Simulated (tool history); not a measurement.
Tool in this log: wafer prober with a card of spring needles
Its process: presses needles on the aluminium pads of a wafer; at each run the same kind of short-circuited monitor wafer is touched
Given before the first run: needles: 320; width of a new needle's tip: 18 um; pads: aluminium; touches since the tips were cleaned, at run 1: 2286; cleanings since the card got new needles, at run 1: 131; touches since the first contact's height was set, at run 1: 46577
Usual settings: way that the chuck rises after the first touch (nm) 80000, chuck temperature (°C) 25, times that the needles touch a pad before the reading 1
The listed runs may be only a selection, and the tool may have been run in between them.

run   hour  way that the chuck rises after the first touch (nm)  chuck temperature (°C)  times that the needles touch a pad before the reading  touches since the tips were cleaned  cleanings since the card got new needles  touches since the first contact's height was set  resistance of one needle with its contact and lead (mohm)  way that a needle slides on the pad (nm)
  1      0                                                80000                      25                                                      1                                 2286                                       131                                             46577                                                        135                                     12080
       3.4  -- tips cleaned on abrasive film
      13.1  -- tips cleaned on abrasive film
  2   14.1                                                80000                      25                                                      1                                  505                                       133                                             53217                                                        121                                     12060
      22.8  -- tips cleaned on abrasive film
      32.7  -- tips cleaned on abrasive film
      40.8  -- tips cleaned on abrasive film
  3     43                                                60000                      25                                                      1                                 1021                                       136                                             66824                                                        141                                      9000
        50  -- tips cleaned on abrasive film
      58.4  -- tips cleaned on abrasive film
  4   62.1                                                60000                      25                                                      1                                 1736                                       138                                             75828                                                        149                                      9000
      66.1  -- height of the first contact set anew
      68.1  -- tips cleaned on abrasive film
      76.9  -- tips cleaned on abrasive film
      86.4  -- tips cleaned on abrasive film
  5   91.2                                                60000                      25                                                      1                                 2319                                       141                                             11821                                                        148                                      9100
      95.4  -- tips cleaned on abrasive film
     104.8  -- tips cleaned on abrasive film
     114.1  -- tips cleaned on abrasive film
  6  120.3                                                80000                      72                                                      1                                 2983                                       144                                             25533                                                        142                                     12110
     122.3  -- tips cleaned on abrasive film
     131.5  -- tips cleaned on abrasive film
     141.1  -- tips cleaned on abrasive film
  7  142.7                                                80000                      25                                                      1                                  754                                       147                                             36037                                                        127                                     12060
     150.8  -- tips cleaned on abrasive film
     160.3  -- tips cleaned on abrasive film
     169.8  -- tips cleaned on abrasive film
  8  169.8                                                94000                      25                                                      1                                    0                                       150                                             48809                                                        117                                     14200
     178.5  -- tips cleaned on abrasive film
       188  -- tips cleaned on abrasive film
  9  190.5                                                94000                      25                                                      1                                 1220                                       152                                             58607                                                        123                                     14200
     197.5  -- tips cleaned on abrasive film
     206.7  -- tips cleaned on abrasive film
     214.8  -- tips cleaned on abrasive film
 10  216.8                                                84000                      25                                                      1                                  908                                       155                                             70968                                                        127                                     12640
     224.5  -- tips cleaned on abrasive film
     230.9  -- height of the first contact set anew
       235  -- tips cleaned on abrasive film
     244.7  -- tips cleaned on abrasive film
 11  248.2                                                84000                      25                                                      1                                 1687                                       158                                              8172                                                        131                                     12750
     254.4  -- tips cleaned on abrasive film
     263.5  -- tips cleaned on abrasive film
     272.5  -- tips cleaned on abrasive film
 12  275.9                                                80000                     117                                                      1                                 1595                                       161                                             21211                                                        144                                     12130
     281.5  -- tips cleaned on abrasive film
     291.1  -- tips cleaned on abrasive film
     300.2  -- tips cleaned on abrasive film
 13  306.8                                                80000                     117                                                      1                                 3130                                       164                                             35800                                                        148                                     12090
     308.9  -- tips cleaned on abrasive film
     318.7  -- tips cleaned on abrasive film
     327.2  -- tips cleaned on abrasive film
 14  327.2                                                67000                      85                                                      2                                    0                                       167                                             45372                                                        127                                     10080
     337.1  -- tips cleaned on abrasive film
     345.2  -- tips cleaned on abrasive film
 15  351.6                                                83000                      44                                                      2                                 3037                                       169                                             56925                                                        132                                     12510
     353.7  -- tips cleaned on abrasive film
     363.4  -- tips cleaned on abrasive film
 16  370.7                                                83000                      44                                                      2                                 3518                                       171                                             65940                                                        133                                     12500
     372.9  -- tips cleaned on abrasive film
       382  -- tips cleaned on abrasive film
 17  383.7                                                83000                      44                                                      2                                  786                                       173                                             72023                                                        124                                     12470
     390.3  -- tips cleaned on abrasive film
     396.6  -- height of the first contact set anew
     400.1  -- tips cleaned on abrasive film
       410  -- tips cleaned on abrasive film
 18  415.7                                                97000                      48                                                      2                                 2720                                       176                                              9023                                                        126                                     14730
     419.7  -- tips cleaned on abrasive film
     429.2  -- tips cleaned on abrasive film
     437.4  -- tips cleaned on abrasive film
     447.1  -- tips cleaned on abrasive film
 19  447.2                                                96000                      28                                                      1                                   32                                       180                                             23816                                                        117                                     14550
     455.3  -- tips cleaned on abrasive film
     464.4  -- tips cleaned on abrasive film
     473.5  -- tips cleaned on abrasive film
 20  473.6                                                96000                      28                                                      1                                   42                                       183                                             36266                                                        118                                     14520
     483.6  -- tips cleaned on abrasive film
 21    491                                                96000                      28                                                      1                                 3507                                       184                                             44506                                                        135                                     14520
     492.6  -- tips cleaned on abrasive film
     502.2  -- tips cleaned on abrasive film
     512.1  -- tips cleaned on abrasive film
 22  512.4                                                69000                      75                                                      2                                  154                                       187                                             54561                                                        125                                     10390
     520.6  -- tips cleaned on abrasive film
     530.7  -- tips cleaned on abrasive film
 23  533.3                                                60000                      38                                                      1                                 1233                                       189                                             64423                                                        148                                      8990
     540.3  -- tips cleaned on abrasive film
     549.7  -- tips cleaned on abrasive film
 24  549.7                                                60000                      38                                                      1                                    0                                       191                                             72143                                                        123                                      8990
     559.9  -- tips cleaned on abrasive film
     562.1  -- height of the first contact set anew
 25  566.7                                                65000                      25                                                      3                                 3084                                       192                                              2181                                                        130                                      9870

Consider 5 possible next runs. They are alternatives, not a sequence: every one starts from the tool as it was left by run 25. What does each give?
     568.8  -- tips cleaned on abrasive film
     580.8  -- card fitted with new needles
     590.9  -- tips cleaned on abrasive film
  A  598.3                                                67000                      25                                                      2                                 3534                                         1                                              8316                                                          ?                                         ?
     568.8  -- tips cleaned on abrasive film
     580.8  -- card fitted with new needles
     590.9  -- tips cleaned on abrasive film
  B  598.3                                                61000                     121                                                      1                                 3534                                         1                                              8316                                                          ?                                         ?
     568.8  -- tips cleaned on abrasive film
     580.8  -- card fitted with new needles
     590.9  -- tips cleaned on abrasive film
  C  598.3                                                65000                      32                                                      3                                 3534                                         1                                              8316                                                          ?                                         ?
     568.8  -- tips cleaned on abrasive film
     580.8  -- card fitted with new needles
     590.9  -- tips cleaned on abrasive film
  D  598.3                                                60000                      32                                                      1                                 3534                                         1                                              8316                                                          ?                                         ?
     568.8  -- tips cleaned on abrasive film
     580.8  -- card fitted with new needles
     590.9  -- tips cleaned on abrasive film
  E  598.3                                                61000                      61                                                      1                                 3534                                         1                                              8316                                                          ?                                         ?

run  resistance of one needle with its contact and lead (mohm)  way that a needle slides on the pad (nm)
  A                                                        134                                     10170
  B                                                        159                                      9280
  C                                                        127                                      9860
  D                                                        153                                      9120
  E                                                        151                                      9270
With the hidden condition removed and each run's random variation left untouched, the same runs would have given:
run  resistance of one needle with its contact and lead (mohm)  way that a needle slides on the pad (nm)
  A                                                        116                                     10180
  B                                                        131                                      9290
  C                                                        117                                      9860
  D                                                        119                                      9130
  E                                                        120                                      9280

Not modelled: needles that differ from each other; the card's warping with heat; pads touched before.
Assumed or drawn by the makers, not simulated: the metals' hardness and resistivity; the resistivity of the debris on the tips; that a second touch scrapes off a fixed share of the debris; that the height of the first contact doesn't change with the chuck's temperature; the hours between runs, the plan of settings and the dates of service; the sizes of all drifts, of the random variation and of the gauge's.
